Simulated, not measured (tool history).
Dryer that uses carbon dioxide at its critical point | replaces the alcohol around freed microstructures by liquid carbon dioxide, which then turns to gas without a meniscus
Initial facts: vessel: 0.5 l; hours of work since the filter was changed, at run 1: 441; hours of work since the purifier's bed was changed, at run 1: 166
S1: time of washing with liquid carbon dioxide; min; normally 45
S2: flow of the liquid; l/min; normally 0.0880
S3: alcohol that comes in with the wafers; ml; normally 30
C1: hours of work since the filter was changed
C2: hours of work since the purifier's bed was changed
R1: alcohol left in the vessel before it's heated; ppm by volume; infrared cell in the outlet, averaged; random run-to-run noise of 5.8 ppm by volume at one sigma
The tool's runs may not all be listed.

run	hour	S1	S2	S3	C1	C2	R1
1	0.0	45	0.0880	30	441	166	295
2	8.1	45	0.0880	30	445	170	285
3	17.6	46	0.0880	30	451	176	264
4	26.6	46	0.0880	30	456	181	273
5	31.3	45	0.0880	22	459	183	230
6	35.2	45	0.0880	30	461	186	313
7	41.1	29	0.0880	30	464	189	1935
8	50.0	29	0.0880	30	469	194	1928
9	55.2	29	0.0880	30	472	197	1864
10	61.6	29	0.0880	30	476	201	1959
11	70.0	53	0.0880	30	481	206	138
12	78.7	30	0.0880	30	486	211	1763
13	86.6	28	0.0754	22	490	215	2631
14	96.0	45	0.0880	38	496	221	392
15	100.7	45	0.0880	38	498	223	387
16	105.2	45	0.0880	38	501	226	395
17	111.0	37	0.0880	30	504	229	791
18	118.0	37	0.0880	30	508	233	784

Here are 4 independent what-if runs from the current tool condition. What would each one return?
A	122.2	47	0.1279	30	511	236	?
B	122.2	37	0.0706	30	511	236	?
C	122.2	40	0.0776	99	511	236	?
D	122.2	45	0.0880	25	511	236	?

run	R1
A	41
B	1856
C	3074
D	274
The same runs, with their run-to-run variation unchanged, on a tool lacking any hidden condition would have given:
run	R1
A	14
B	1355
C	2124
D	162
